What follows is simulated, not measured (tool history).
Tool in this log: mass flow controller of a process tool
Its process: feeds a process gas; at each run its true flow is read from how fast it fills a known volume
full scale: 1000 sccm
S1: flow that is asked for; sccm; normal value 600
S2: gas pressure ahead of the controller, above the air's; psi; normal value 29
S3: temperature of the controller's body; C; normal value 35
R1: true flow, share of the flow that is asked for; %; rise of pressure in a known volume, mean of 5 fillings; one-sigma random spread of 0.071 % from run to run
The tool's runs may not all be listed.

run      day   S1    S2  S3      R1
  1        0  600    29  35  100.22
  2    4.196  600    29  35  100.36
  3    9.267  600    29  35  100.54
  4   16.342  600    29  35   100.6
  5   22.462  600    29  35  100.78
  6   29.058  600    29  35  100.85
  7   35.662  600    29  35  101.06
  8   39.083  600    29  35  101.24
  9   42.846  600    29  21   99.68
 10   47.254  600    29  21   99.87
 11   53.592  600    29  35  101.54
 12   60.654  600    29  35  101.66
 13   67.892  600    29  35  101.76
 14   74.121  600    29  33  101.75
 15   80.329  600    29  33  101.84
 16   83.521  600    29  33  101.96
 17   89.904  600    29  33  102.03
 18   96.938  427    29  33  101.93
     102.617  -- gauge calibrated
 19  103.612  129    29  23   98.13
 20  111.129  129    29  23   98.41
 21   116.35  887  35.8  35  101.32
 22  121.038  768  27.8  29   100.3
 23  127.696  849  21.9  29  100.51
 24  131.162  101  22.9  21   98.38
 25  138.433  330  29.4  21   99.12
 26  141.533  122  39.2  21   99.08
 27  148.833  510    35  27  100.37
 28  156.054  510    35  34  101.31

4 options for the next run, each taken on its own from the tool as it stands now. Forecast them:
  A  159.146  165  23.8  31   ?
  B  159.146  564  21.9  27   ?
  C  159.146  263  29.9  34   ?
  D  159.146  510  22.8  34   ?

run      R1
  A   100.2
  B  100.71
  C   100.8
  D  101.16
Stripped of hidden state, with their random variation kept, the same runs would have yielded:
run     R1
  A  98.93
  B  99.42
  C  99.51
  D  99.87

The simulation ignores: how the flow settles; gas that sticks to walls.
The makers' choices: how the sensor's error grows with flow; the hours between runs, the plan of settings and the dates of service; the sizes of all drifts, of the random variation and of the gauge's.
